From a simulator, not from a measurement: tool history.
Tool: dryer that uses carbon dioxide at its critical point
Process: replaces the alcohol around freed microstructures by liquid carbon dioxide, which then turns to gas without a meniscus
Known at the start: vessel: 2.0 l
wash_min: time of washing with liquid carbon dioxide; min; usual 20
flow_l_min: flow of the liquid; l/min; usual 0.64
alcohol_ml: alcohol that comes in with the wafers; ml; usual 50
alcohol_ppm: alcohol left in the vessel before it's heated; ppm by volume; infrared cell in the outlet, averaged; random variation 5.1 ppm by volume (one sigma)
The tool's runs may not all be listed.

| run | day | wash_min | flow_l_min | alcohol_ml | alcohol_ppm |
|---|---|---|---|---|---|
| 1 | 0 | 20 | 0.64 | 50 | 122 |
| 2 | 1.554 | 20 | 0.64 | 50 | 124 |
| 3 | 3.067 | 20 | 0.64 | 50 | 131 |
| 4 | 4.604 | 20 | 0.64 | 50 | 138 |
| 5 | 5.854 | 20 | 0.64 | 50 | 142 |
|  | 6.562 | inlet filter changed |
| 6 | 7.875 | 20 | 0.64 | 50 | 127 |
| 7 | 9.079 | 20 | 0.64 | 50 | 139 |
| 8 | 11.204 | 20 | 0.64 | 50 | 142 |
| 9 | 13.117 | 20 | 0.424 | 50 | 544 |
| 10 | 14.138 | 20 | 0.424 | 50 | 577 |
| 11 | 15.788 | 20 | 0.424 | 50 | 568 |
| 12 | 17.858 | 20 | 0.895 | 32 | 102 |
| 13 | 20.088 | 20 | 0.895 | 32 | 117 |
| 14 | 21.592 | 14 | 0.593 | 73 | 954 |
| 15 | 22.712 | 24 | 0.593 | 56 | 162 |
| 16 | 24.604 | 24 | 0.593 | 56 | 170 |
| 17 | 26.812 | 20 | 0.978 | 30 | 142 |
| 18 | 28.042 | 20 | 0.447 | 26 | 369 |
| 19 | 30.167 | 19 | 0.517 | 24 | 283 |
| 20 | 32.304 | 32 | 0.866 | 96 | 154 |
| 21 | 33.408 | 14 | 0.942 | 101 | 323 |

Measured less the same run without the tool's hidden state. The same run-to-run variation is in both; the gauge's scatter may not be:
The hidden state here: flow that reaches the vessel past the clogged filter, %; alcohol in the recycled carbon dioxide, ppm; drift of the gauge itself on alcohol_ppm, %.
| run | alcohol_ppm |
|---|---|
| 1 | +56 |
| 2 | +64 |
| 3 | +70 |
| 4 | +76 |
| 5 | +80 |
| 6 | +66 |
| 7 | +71 |
| 8 | +79 |
| 9 | +109 |
| 10 | +123 |
| 11 | +132 |
| 12 | +95 |
| 13 | +108 |
| 14 | +212 |
| 15 | +122 |
| 16 | +130 |
| 17 | +132 |
| 18 | +176 |
| 19 | +172 |
| 20 | +146 |
| 21 | +197 |
